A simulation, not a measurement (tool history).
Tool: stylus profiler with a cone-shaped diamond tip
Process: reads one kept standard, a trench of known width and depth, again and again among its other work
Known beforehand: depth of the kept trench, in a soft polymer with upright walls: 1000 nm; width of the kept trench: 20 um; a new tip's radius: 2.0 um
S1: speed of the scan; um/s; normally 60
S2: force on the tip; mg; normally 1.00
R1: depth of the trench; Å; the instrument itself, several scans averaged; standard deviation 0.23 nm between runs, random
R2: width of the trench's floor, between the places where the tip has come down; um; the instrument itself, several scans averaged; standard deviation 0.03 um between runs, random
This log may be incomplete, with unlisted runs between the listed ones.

run 1 hour=0.0 | S1=60 S2=1.00 | R1=10085.9 R2=15.91
run 2 hour=34.7 | S1=60 S2=1.00 | R1=10080.8 R2=15.86
run 3 hour=83.1 | S1=60 S2=1.00 | R1=10083.5 R2=15.87
run 4 hour=153.8 | S1=74 S2=1.00 | R1=10086.6 R2=15.80
run 5 hour=202.2 | S1=74 S2=1.00 | R1=10085.0 R2=15.73
-- hour=208.5 height scale calibrated on a step standard
run 6 hour=262.9 | S1=55 S2=0.76 | R1=10068.7 R2=15.70

Forecast run 7:
run 7 hour=302.8 | S1=43 S2=1.32 | R1=? R2=?

{"run 7": {"R1": 10097.4, "R2": 15.77}}
Had the tool carried no hidden state, the very same run would have given R1 10109.0 Å, R2 16.39 um.
